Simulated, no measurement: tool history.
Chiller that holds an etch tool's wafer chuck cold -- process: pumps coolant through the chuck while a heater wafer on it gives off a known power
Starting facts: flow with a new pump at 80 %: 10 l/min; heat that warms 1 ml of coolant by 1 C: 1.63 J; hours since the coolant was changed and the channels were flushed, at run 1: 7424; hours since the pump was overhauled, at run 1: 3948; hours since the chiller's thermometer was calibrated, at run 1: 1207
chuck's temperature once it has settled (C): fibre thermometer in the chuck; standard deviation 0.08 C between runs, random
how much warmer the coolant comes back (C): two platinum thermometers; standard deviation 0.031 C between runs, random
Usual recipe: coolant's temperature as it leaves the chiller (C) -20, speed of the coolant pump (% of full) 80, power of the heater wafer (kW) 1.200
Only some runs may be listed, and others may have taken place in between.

run,day,coolant's temperature as it leaves the chiller (C),speed of the coolant pump (% of full),power of the heater wafer (kW),hours since the coolant was changed and the channels were flushed,hours since the pump was overhauled,hours since the chiller's thermometer was calibrated,chuck's temperature once it has settled (C),how much warmer the coolant comes back (C)
1,0.000,-20,80,1.200,7424,3948,1207,-10.36,4.41
2,4.600,-20,80,1.200,7534,4059,1317,-10.46,4.41
3,10.162,-20,80,1.200,7668,4192,1451,-10.44,4.37
4,15.604,-20,80,1.326,7799,4323,1581,-9.30,4.92
5,22.092,-20,80,1.326,7954,4478,1737,-9.48,4.90
6,28.938,-20,80,1.326,8118,4643,1901,-9.50,4.85
7,32.083,-20,80,1.326,8194,4718,1977,-9.47,4.91
8,38.408,-20,80,1.326,8346,4870,2129,-9.24,4.86
9,42.017,-20,80,1.326,8432,4957,2215,-9.25,4.92
# day 45.496: coolant changed, channels flushed
10,45.996,-14,75,0.944,12,5046,2305,-5.87,3.77
11,51.267,-12,80,0.629,138,5173,2431,-6.82,2.35
12,57.825,-25,80,1.024,296,5330,2588,-16.67,3.78
13,64.162,-17,63,1.706,448,5482,2741,-0.23,8.34
14,68.700,-17,63,1.706,557,5591,2849,-0.25,8.35
15,72.029,-28,80,1.200,637,5671,2929,-18.43,4.48
16,76.629,-28,80,1.560,747,5781,3040,-15.51,5.75
17,83.254,-28,78,1.635,906,5940,3199,-14.46,6.29

Predict the results of run 18:
18,87.546,-28,78,1.635,1009,6043,3302,?,?

Run 18 produced chuck's temperature once it has settled (C) -14.51, how much warmer the coolant comes back (C) 6.21.
Had the tool carried no hidden state, the very same run would have given chuck's temperature once it has settled (C) -14.78, how much warmer the coolant comes back (C) 6.20.
